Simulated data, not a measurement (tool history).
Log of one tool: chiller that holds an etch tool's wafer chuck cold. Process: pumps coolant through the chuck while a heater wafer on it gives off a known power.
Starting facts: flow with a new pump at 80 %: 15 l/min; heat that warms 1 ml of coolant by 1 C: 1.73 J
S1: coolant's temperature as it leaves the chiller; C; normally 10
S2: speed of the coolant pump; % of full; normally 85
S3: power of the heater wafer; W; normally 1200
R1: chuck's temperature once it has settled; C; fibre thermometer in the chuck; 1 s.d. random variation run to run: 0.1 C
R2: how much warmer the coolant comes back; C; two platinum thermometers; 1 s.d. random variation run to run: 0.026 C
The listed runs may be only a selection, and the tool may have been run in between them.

run    hour  S1  S2    S3    R1    R2
  1     0.0  10  85  1200  19.8  2.63
  2    43.9  10  85  1200  19.8  2.64
  3    98.8  10  85  1200  19.8  2.58
  4   159.0  10  85  1038  18.4  2.25
  5   212.7  10  85  1200  19.9  2.62
  6   265.5  10  75  1200  20.9  2.90
  7   315.2  10  75  1200  21.0  2.90
  8   361.1  10  75  1200  20.9  2.90
  9   398.9  15  85  1200  24.8  2.57
 10   456.9  10  85  1200  19.8  2.54
 11   498.5  10  85  1200  19.8  2.58
 12   536.8  10  85  1200  20.0  2.57
      556.2  -- chiller's thermometer calibrated
 13   591.0  10  85  1200  19.9  2.54
 14   640.9   4  85  1200  13.7  2.50
 15   673.5   4  85  1200  13.9  2.54
 16   732.6   4  85  1200  14.0  2.53
 17   794.8   4  85  1588  17.2  3.32
 18   860.0  17  77   722  23.4  1.60
 19   910.1  17  96  1239  26.2  2.25
 20   946.5  10  85  1402  21.8  2.87
 21   998.0  15  88   622  20.0  1.14
 22  1037.2   2  68   685   8.8  1.65
 23  1067.0  10  89  1388  20.9  2.73
 24  1134.7  10  89  1388  21.2  2.71
 25  1170.8  10  70  1388  23.5  3.45
 26  1215.0  13  66  1328  26.6  3.51

Run 27, settings as shown, results not yet in. Your forecast:
 27  1251.4  13  66  1328   ?   ?

R1: 26.5 C
R2: 3.50 C
With the hidden condition absent and the run-to-run variation left alone, this run would have shown R1 26.4 C, R2 3.70 C.
